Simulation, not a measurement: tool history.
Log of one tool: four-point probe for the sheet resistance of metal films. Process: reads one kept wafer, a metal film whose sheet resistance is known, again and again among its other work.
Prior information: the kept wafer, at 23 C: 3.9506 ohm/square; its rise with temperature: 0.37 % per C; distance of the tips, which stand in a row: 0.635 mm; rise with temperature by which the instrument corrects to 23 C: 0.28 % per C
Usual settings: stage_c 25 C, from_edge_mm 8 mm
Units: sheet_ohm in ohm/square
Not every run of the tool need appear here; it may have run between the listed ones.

run,hour,stage_c,from_edge_mm,sheet_ohm
1,0,25,8,3.977288
2,13.7,24,8,3.972095
3,25.3,24,8,3.972127
4,39.5,35,8,4.010925
5,64,27,8,3.983454
6,85.1,27,8,3.984272
7,106.9,25,8,3.975336
8,125.3,25,8,3.976442
9,137.9,32,8,4.001327
10,151.5,32,8,3.999973
11,176.5,28,8,3.987854
12,197.7,18,25,3.940115
13,214.7,27,25,3.972242
14,233.2,19,14,3.946831
15,249.2,20,16,3.950213
16,269.6,20,16,3.950961

Here are 3 independent what-if runs from the current tool condition. What would each one return?
A,287.7,26,44,?
B,287.7,23,8,?
C,287.7,32,26,?

run,sheet_ohm
A,3.968884
B,3.971965
C,3.990302
The same runs, with their run-to-run variation unchanged, on a tool lacking any hidden condition would have given:
run,sheet_ohm
A,3.96196
B,3.96505
C,3.983318
